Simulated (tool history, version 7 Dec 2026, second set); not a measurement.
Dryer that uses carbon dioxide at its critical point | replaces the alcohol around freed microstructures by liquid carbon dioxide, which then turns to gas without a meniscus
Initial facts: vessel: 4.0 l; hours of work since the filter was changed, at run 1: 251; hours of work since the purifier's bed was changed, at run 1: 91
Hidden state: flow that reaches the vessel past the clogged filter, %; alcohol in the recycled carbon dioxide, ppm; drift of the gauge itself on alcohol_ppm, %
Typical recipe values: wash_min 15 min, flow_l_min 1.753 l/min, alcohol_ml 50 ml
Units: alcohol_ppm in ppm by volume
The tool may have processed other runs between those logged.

| run | hour | wash_min | flow_l_min | alcohol_ml | hours of work since the filter was changed | hours of work since the purifier's bed was changed | alcohol_ppm |
|---|---|---|---|---|---|---|---|
| 1 | 0 | 15 | 1.753 | 50 | 251 | 91 | 63 |
| 2 | 10 | 22 | 1.753 | 50 | 258 | 98 | 20 |
| 3 | 16.6 | 22 | 1.753 | 50 | 263 | 103 | 16 |
| 4 | 24.2 | 15 | 1.753 | 50 | 268 | 108 | 60 |
| 5 | 28.9 | 15 | 1.753 | 50 | 271 | 112 | 62 |
| 6 | 38.6 | 15 | 1.753 | 50 | 278 | 118 | 66 |
| 7 | 42.9 | 15 | 1.753 | 50 | 281 | 121 | 61 |
| 8 | 47.7 | 15 | 1.753 | 50 | 284 | 125 | 59 |
| 9 | 53.2 | 15 | 1.753 | 50 | 288 | 128 | 71 |
| 10 | 58.1 | 15 | 1.753 | 50 | 292 | 132 | 66 |
| 11 | 67.6 | 12 | 1.753 | 50 | 298 | 138 | 176 |
| 12 | 73.5 | 12 | 1.753 | 50 | 302 | 143 | 186 |
| 13 | 79.5 | 12 | 1.753 | 50 | 306 | 147 | 180 |
| 14 | 87.3 | 15 | 1.23 | 50 | 312 | 152 | 291 |
| 15 | 95.1 | 15 | 2.26 | 50 | 317 | 158 | 35 |
| 16 | 99.7 | 13 | 2.26 | 50 | 320 | 161 | 51 |
| 17 | 105.2 | 13 | 2.26 | 50 | 324 | 165 | 52 |
| 18 | 110 | 13 | 2.26 | 50 | 328 | 168 | 54 |
| 19 | 115.7 | 15 | 1.753 | 50 | 332 | 172 | 73 |
| 20 | 122.8 | 15 | 1.753 | 104 | 337 | 177 | 142 |
| 21 | 129.5 | 15 | 1.753 | 104 | 341 | 182 | 148 |
| 22 | 137.8 | 15 | 1.753 | 30 | 347 | 187 | 53 |
|  | 143.8 | inlet filter changed |
| 23 | 147.8 | 15 | 1.753 | 30 | 3 | 194 | 50 |
| 24 | 156.2 | 18 | 1.753 | 20 | 9 | 199 | 32 |
| 25 | 165.9 | 15 | 1.65 | 20 | 15 | 206 | 38 |
| 26 | 170.7 | 17 | 1.75 | 52 | 19 | 210 | 38 |
| 27 | 176.4 | 17 | 1.35 | 27 | 23 | 213 | 54 |
| 28 | 186.1 | 15 | 1.753 | 21 | 29 | 220 | 32 |
| 29 | 192.2 | 15 | 1.753 | 21 | 34 | 225 | 42 |
| 30 | 200.6 | 15 | 2.41 | 67 | 40 | 230 | 32 |

For run 31, what comes out?
| 31 | 206.3 | 15 | 2.41 | 101 | 43 | 234 | ? |

Logged for run 31: alcohol_ppm 35 ppm by volume.
If the tool had no hidden condition, the same run with the same run-to-run variation would have returned alcohol_ppm 13 ppm by volume.
